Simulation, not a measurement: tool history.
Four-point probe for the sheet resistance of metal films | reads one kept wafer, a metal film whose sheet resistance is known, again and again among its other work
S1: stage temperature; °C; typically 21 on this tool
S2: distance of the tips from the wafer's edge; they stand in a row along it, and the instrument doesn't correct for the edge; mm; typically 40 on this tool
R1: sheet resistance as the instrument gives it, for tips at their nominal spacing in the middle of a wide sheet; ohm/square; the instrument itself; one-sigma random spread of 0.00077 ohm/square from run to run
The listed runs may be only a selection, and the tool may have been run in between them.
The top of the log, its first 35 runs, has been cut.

run	hour	S1	S2	R1
36	666.8	22	40	3.839393
37	694.1	22	41	3.841688
38	722.4	31	21	3.828648
39	743.7	33	8	3.832656
40	771.9	22	5	3.862995
41	800.4	20	19	3.846678
42	817.8	20	19	3.846432
43	830.4	26	13	3.840003
44	857.4	26	13	3.83959
45	875.3	26	13	3.837126

What if the next run were any one of these 4? Each begins from the tool's condition after run 45:
A	904.1	25	56	?
B	904.1	23	13	?
C	904.1	21	56	?
D	904.1	26	7	?

run	R1
A	3.838104
B	3.843406
C	3.844092
D	3.847104
With the hidden condition removed and each run's random variation left untouched, the same runs would have given:
run	R1
A	3.827238
B	3.832533
C	3.833225
D	3.836212

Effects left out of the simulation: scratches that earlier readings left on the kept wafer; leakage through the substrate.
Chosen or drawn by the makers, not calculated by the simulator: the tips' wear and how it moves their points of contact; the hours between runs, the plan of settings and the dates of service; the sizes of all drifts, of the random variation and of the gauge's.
